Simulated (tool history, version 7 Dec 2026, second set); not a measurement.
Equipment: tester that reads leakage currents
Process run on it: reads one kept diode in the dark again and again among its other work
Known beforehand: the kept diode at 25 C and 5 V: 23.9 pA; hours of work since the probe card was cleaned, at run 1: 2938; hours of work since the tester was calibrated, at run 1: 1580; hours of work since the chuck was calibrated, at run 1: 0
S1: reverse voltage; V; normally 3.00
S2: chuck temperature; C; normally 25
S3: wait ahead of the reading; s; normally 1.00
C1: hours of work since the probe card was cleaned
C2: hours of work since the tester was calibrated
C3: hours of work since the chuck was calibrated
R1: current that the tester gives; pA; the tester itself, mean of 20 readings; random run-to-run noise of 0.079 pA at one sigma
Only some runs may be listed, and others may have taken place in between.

{"run": 1, "day": 0.0, "S1": 3.0, "S2": 25, "S3": 1.0, "C1": 2938, "C2": 1580, "C3": 0, "R1": 26.17}
{"run": 2, "day": 4.508, "S1": 3.0, "S2": 25, "S3": 1.0, "C1": 3010, "C2": 1653, "C3": 72, "R1": 26.23}
{"run": 3, "day": 7.7, "S1": 3.0, "S2": 25, "S3": 1.0, "C1": 3061, "C2": 1704, "C3": 123, "R1": 26.12}
{"run": 4, "day": 11.9, "S1": 3.0, "S2": 48, "S3": 1.0, "C1": 3128, "C2": 1771, "C3": 191, "R1": 150.9}
{"run": 5, "day": 16.483, "S1": 3.0, "S2": 25, "S3": 5.48, "C1": 3202, "C2": 1844, "C3": 264, "R1": 25.81}
{"run": 6, "day": 20.312, "S1": 3.0, "S2": 25, "S3": 1.0, "C1": 3263, "C2": 1906, "C3": 325, "R1": 26.14}
{"run": 7, "day": 23.212, "S1": 3.0, "S2": 25, "S3": 1.0, "C1": 3309, "C2": 1952, "C3": 372, "R1": 26.43}
{"run": 8, "day": 25.912, "S1": 3.0, "S2": 25, "S3": 1.0, "C1": 3353, "C2": 1995, "C3": 415, "R1": 26.42}
{"run": 9, "day": 30.108, "S1": 3.0, "S2": 25, "S3": 0.86, "C1": 3420, "C2": 2063, "C3": 482, "R1": 26.43}
{"run": 10, "day": 32.954, "S1": 3.0, "S2": 42, "S3": 1.0, "C1": 3465, "C2": 2108, "C3": 528, "R1": 92.44}
{"run": 11, "day": 35.812, "S1": 3.0, "S2": 25, "S3": 1.47, "C1": 3511, "C2": 2154, "C3": 573, "R1": 25.97}
{"run": 12, "day": 38.742, "S1": 3.0, "S2": 25, "S3": 1.47, "C1": 3558, "C2": 2201, "C3": 620, "R1": 26.32}
{"run": 13, "day": 42.575, "S1": 3.0, "S2": 25, "S3": 1.47, "C1": 3619, "C2": 2262, "C3": 682, "R1": 26.03}
{"run": 14, "day": 44.592, "S1": 3.0, "S2": 25, "S3": 5.69, "C1": 3652, "C2": 2294, "C3": 714, "R1": 26.01}
{"day": 47.05, "done": "probe card cleaned and baked"}
{"run": 15, "day": 47.05, "S1": 3.0, "S2": 25, "S3": 0.6, "C1": 0, "C2": 2332, "C3": 751, "R1": 18.96}
{"run": 16, "day": 51.783, "S1": 3.0, "S2": 25, "S3": 1.0, "C1": 76, "C2": 2408, "C3": 827, "R1": 18.64}
{"run": 17, "day": 56.392, "S1": 3.0, "S2": 25, "S3": 1.0, "C1": 150, "C2": 2481, "C3": 901, "R1": 18.55}
{"day": 57.142, "done": "tester calibrated"}
{"run": 18, "day": 59.304, "S1": 3.0, "S2": 25, "S3": 1.0, "C1": 195, "C2": 35, "C3": 946, "R1": 18.64}
{"day": 59.771, "done": "chuck's temperature calibrated"}
{"run": 19, "day": 63.621, "S1": 10.92, "S2": 25, "S3": 1.0, "C1": 263, "C2": 102, "C3": 62, "R1": 33.1}
{"run": 20, "day": 66.192, "S1": 10.92, "S2": 25, "S3": 1.0, "C1": 304, "C2": 144, "C3": 103, "R1": 33.12}
{"run": 21, "day": 70.267, "S1": 3.0, "S2": 25, "S3": 5.41, "C1": 369, "C2": 209, "C3": 168, "R1": 17.18}
{"run": 22, "day": 72.296, "S1": 12.23, "S2": 36, "S3": 0.43, "C1": 402, "C2": 241, "C3": 201, "R1": 91.81}
{"day": 75.133, "done": "chuck's temperature calibrated, once more"}
{"run": 23, "day": 75.133, "S1": 5.58, "S2": 36, "S3": 1.46, "C1": 446, "C2": 285, "C3": 0, "R1": 71.42}
{"run": 24, "day": 79.675, "S1": 2.05, "S2": 41, "S3": 0.54, "C1": 518, "C2": 358, "C3": 73, "R1": 70.98}
{"run": 25, "day": 82.112, "S1": 3.0, "S2": 25, "S3": 2.76, "C1": 557, "C2": 397, "C3": 112, "R1": 20.45}
{"run": 26, "day": 84.088, "S1": 3.0, "S2": 25, "S3": 2.76, "C1": 589, "C2": 429, "C3": 143, "R1": 20.44}
{"run": 27, "day": 86.979, "S1": 1.86, "S2": 25, "S3": 1.0, "C1": 635, "C2": 475, "C3": 190, "R1": 16.81}
{"run": 28, "day": 89.967, "S1": 1.86, "S2": 25, "S3": 1.0, "C1": 683, "C2": 523, "C3": 237, "R1": 16.73}
{"run": 29, "day": 92.996, "S1": 1.86, "S2": 25, "S3": 1.0, "C1": 732, "C2": 571, "C3": 286, "R1": 16.86}
{"run": 30, "day": 95.029, "S1": 1.41, "S2": 25, "S3": 2.83, "C1": 764, "C2": 604, "C3": 319, "R1": 14.45}
{"run": 31, "day": 97.358, "S1": 1.41, "S2": 25, "S3": 2.83, "C1": 802, "C2": 641, "C3": 356, "R1": 14.45}
{"run": 32, "day": 100.688, "S1": 1.41, "S2": 33, "S3": 0.51, "C1": 855, "C2": 695, "C3": 409, "R1": 29.83}
{"run": 33, "day": 102.838, "S1": 3.0, "S2": 23, "S3": 4.13, "C1": 889, "C2": 729, "C3": 444, "R1": 17.38}
{"run": 34, "day": 106.758, "S1": 17.04, "S2": 22, "S3": 1.0, "C1": 952, "C2": 792, "C3": 506, "R1": 44.55}
{"run": 35, "day": 111.346, "S1": 7.89, "S2": 56, "S3": 3.25, "C1": 1025, "C2": 865, "C3": 580, "R1": 405.15}
{"run": 36, "day": 114.542, "S1": 7.37, "S2": 25, "S3": 0.69, "C1": 1077, "C2": 916, "C3": 631, "R1": 34.92}
{"run": 37, "day": 118.546, "S1": 3.29, "S2": 32, "S3": 3.01, "C1": 1141, "C2": 981, "C3": 695, "R1": 38.94}
{"run": 38, "day": 122.246, "S1": 4.14, "S2": 54, "S3": 0.43, "C1": 1200, "C2": 1040, "C3": 754, "R1": 262.89}
{"run": 39, "day": 126.367, "S1": 4.14, "S2": 54, "S3": 0.43, "C1": 1266, "C2": 1106, "C3": 820, "R1": 261.04}
{"run": 40, "day": 129.588, "S1": 3.0, "S2": 25, "S3": 4.7, "C1": 1317, "C2": 1157, "C3": 872, "R1": 20.59}
{"run": 41, "day": 133.696, "S1": 12.27, "S2": 25, "S3": 1.6, "C1": 1383, "C2": 1223, "C3": 938, "R1": 45.76}

Across each entry between runs, compare the hidden state at the last listed run before it with the hidden state at the first listed run after it:
Runs 14 to 15: probe card cleaned and baked (day 47.050)
  stray current of the dirty probe card, pA a volt: 2.678 -> 0.021; current scale over the true one, %: -1.04 -> -1.05; true chuck temperature over the reading, C: -0.85 -> -0.89
  difference, measured minus the result without the unlogged condition, R1: +6.25 -> -1.78 pA
Runs 17 to 18: tester calibrated (day 57.142)
  stray current of the dirty probe card, pA a volt: 0.131 -> 0.164; current scale over the true one, %: -1.11 -> 0; true chuck temperature over the reading, C: -1.05 -> -1.09
  difference, measured minus the result without the unlogged condition, R1: -1.72 -> -1.48 pA
Runs 18 to 19: chuck's temperature calibrated (day 59.771)
  stray current of the dirty probe card, pA a volt: 0.164 -> 0.211; current scale over the true one, %: 0 -> -0.02; true chuck temperature over the reading, C: -1.09 -> -1.81
  difference, measured minus the result without the unlogged condition, R1: -1.48 -> -3.21 pA
Runs 22 to 23: chuck's temperature calibrated, once more (day 75.133)
  stray current of the dirty probe card, pA a volt: 0.305 -> 0.338; current scale over the true one, %: -0.08 -> -0.1; true chuck temperature over the reading, C: -1.96 -> -0.09
  difference, measured minus the result without the unlogged condition, R1: -11.98 -> +1.18 pA
